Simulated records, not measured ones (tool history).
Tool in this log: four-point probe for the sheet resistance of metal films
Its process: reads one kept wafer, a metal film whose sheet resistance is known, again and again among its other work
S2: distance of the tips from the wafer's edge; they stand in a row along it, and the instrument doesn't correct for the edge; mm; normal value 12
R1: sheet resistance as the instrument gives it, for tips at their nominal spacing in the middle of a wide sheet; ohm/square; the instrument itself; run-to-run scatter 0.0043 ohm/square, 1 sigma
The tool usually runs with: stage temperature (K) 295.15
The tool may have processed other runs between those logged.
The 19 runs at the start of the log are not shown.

{"run": 20, "hour": 552.4, "stage temperature (K)": 307.15, "S2": 21, "R1": 21.309353}
{"hour": 556.5, "done": "stage's thermometer calibrated"}
{"run": 21, "hour": 582.0, "stage temperature (K)": 307.15, "S2": 21, "R1": 21.305055}
{"run": 22, "hour": 600.5, "stage temperature (K)": 300.15, "S2": 3, "R1": 21.840562}
{"run": 23, "hour": 618.9, "stage temperature (K)": 301.15, "S2": 9, "R1": 21.398841}
{"hour": 635.7, "done": "stage's thermometer calibrated, once more"}
{"run": 24, "hour": 651.3, "stage temperature (K)": 296.15, "S2": 32, "R1": 21.416748}
{"run": 25, "hour": 669.9, "stage temperature (K)": 292.15, "S2": 34, "R1": 21.454331}
{"run": 26, "hour": 697.0, "stage temperature (K)": 292.15, "S2": 14, "R1": 21.466377}
{"run": 27, "hour": 729.6, "stage temperature (K)": 292.15, "S2": 14, "R1": 21.475267}
{"run": 28, "hour": 754.8, "stage temperature (K)": 291.15, "S2": 9, "R1": 21.512497}
{"run": 29, "hour": 787.4, "stage temperature (K)": 296.15, "S2": 12, "R1": 21.443572}
{"run": 30, "hour": 817.0, "stage temperature (K)": 294.15, "S2": 29, "R1": 21.435563}
{"run": 31, "hour": 848.9, "stage temperature (K)": 298.15, "S2": 12, "R1": 21.423785}
{"run": 32, "hour": 878.7, "stage temperature (K)": 293.15, "S2": 8, "R1": 21.51069}
{"run": 33, "hour": 912.2, "stage temperature (K)": 298.15, "S2": 10, "R1": 21.437268}
{"run": 34, "hour": 944.8, "stage temperature (K)": 298.15, "S2": 10, "R1": 21.4377}
{"run": 35, "hour": 985.0, "stage temperature (K)": 302.15, "S2": 12, "R1": 21.390048}
{"run": 36, "hour": 1014.8, "stage temperature (K)": 304.15, "S2": 20, "R1": 21.35806}

Forecast each of these 5 alternatives for the next run:
{"run": "A", "hour": 1036.7, "stage temperature (K)": 295.15, "S2": 15, "R1": "?"}
{"run": "B", "hour": 1036.7, "stage temperature (K)": 292.15, "S2": 21, "R1": "?"}
{"run": "C", "hour": 1036.7, "stage temperature (K)": 300.15, "S2": 3, "R1": "?"}
{"run": "D", "hour": 1036.7, "stage temperature (K)": 302.15, "S2": 4, "R1": "?"}
{"run": "E", "hour": 1036.7, "stage temperature (K)": 294.15, "S2": 10, "R1": "?"}

run=A R1=21.430322
run=B R1=21.440560
run=C R1=21.880108
run=D R1=21.644329
run=E R1=21.466564
Take away the tool's hidden state, keep each run's random variation, and the runs would have read:
run=A R1=21.528841
run=B R1=21.539174
run=C R1=21.980450
run=D R1=21.743639
run=E R1=21.565255

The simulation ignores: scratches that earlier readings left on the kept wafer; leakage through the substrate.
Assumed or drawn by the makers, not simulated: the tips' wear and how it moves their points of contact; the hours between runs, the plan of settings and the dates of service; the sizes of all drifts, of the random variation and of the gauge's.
